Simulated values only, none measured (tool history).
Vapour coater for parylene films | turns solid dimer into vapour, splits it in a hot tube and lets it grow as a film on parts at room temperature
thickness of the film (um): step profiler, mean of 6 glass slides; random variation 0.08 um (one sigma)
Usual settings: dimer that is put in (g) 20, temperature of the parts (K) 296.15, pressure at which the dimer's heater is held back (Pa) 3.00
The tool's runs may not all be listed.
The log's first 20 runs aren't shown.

run     day  dimer that is put in (g)  temperature of the parts (K)  pressure at which the dimer's heater is held back (Pa)  thickness of the film (um)
 21  24.892                        35                        296.15                                                    8.67                       13.76
 22  26.054                        35                        296.15                                                    8.67                       13.55
 23  26.938                        35                        296.15                                                    8.67                       13.61
 24  27.792                        35                        296.15                                                    8.67                       13.54
 25  28.733                         9                        292.15                                                    8.67                        3.93
 26  29.958                        29                        302.15                                                    3.00                       11.90
 27  30.683                        29                        302.15                                                    3.00                       11.99
 28  31.600                        24                        289.15                                                    5.02                       12.61
     32.396  -- trap's valve overhauled
 29  33.025                        24                        289.15                                                    5.02                       12.74
 30  33.979                        24                        289.15                                                    5.02                       12.66
 31  35.200                         9                        298.15                                                    5.13                        3.72
 32  36.758                         9                        298.15                                                    5.13                        3.67
 33  38.133                         9                        288.15                                                    2.74                        5.47
 34  39.312                        10                        288.15                                                    3.80                        5.72
 35  40.925                        11                        291.15                                                    6.82                        5.23
 36  42.592                        15                        291.15                                                    2.23                        8.77
 37  43.312                        12                        296.15                                                    3.00                        5.75
 38  45.033                        14                        308.15                                                   10.14                        3.91
     45.775  -- table's thermometer calibrated
 39  46.538                        14                        308.15                                                   10.14                        3.86
 40  48.262                        14                        308.15                                                   10.14                        3.77
 41  49.967                         8                        289.15                                                    3.00                        4.59
 42  51.308                         8                        289.15                                                    3.00                        4.62
 43  52.488                        10                        308.15                                                    3.79                        3.34

Forecast each of these 4 alternatives for the next run:
  A  53.638                        23                        299.15                                                    3.79                           ?
  B  53.638                        13                        308.15                                                    4.04                           ?
  C  53.638                        26                        308.15                                                    6.76                           ?
  D  53.638                        17                        304.15                                                    4.18                           ?

run  thickness of the film (um)
  A                        9.69
  B                        4.32
  C                        7.59
  D                        6.13
Without the tool's hidden state the same runs would have given:
run  thickness of the film (um)
  A                        9.71
  B                        4.34
  C                        7.61
  D                        6.14
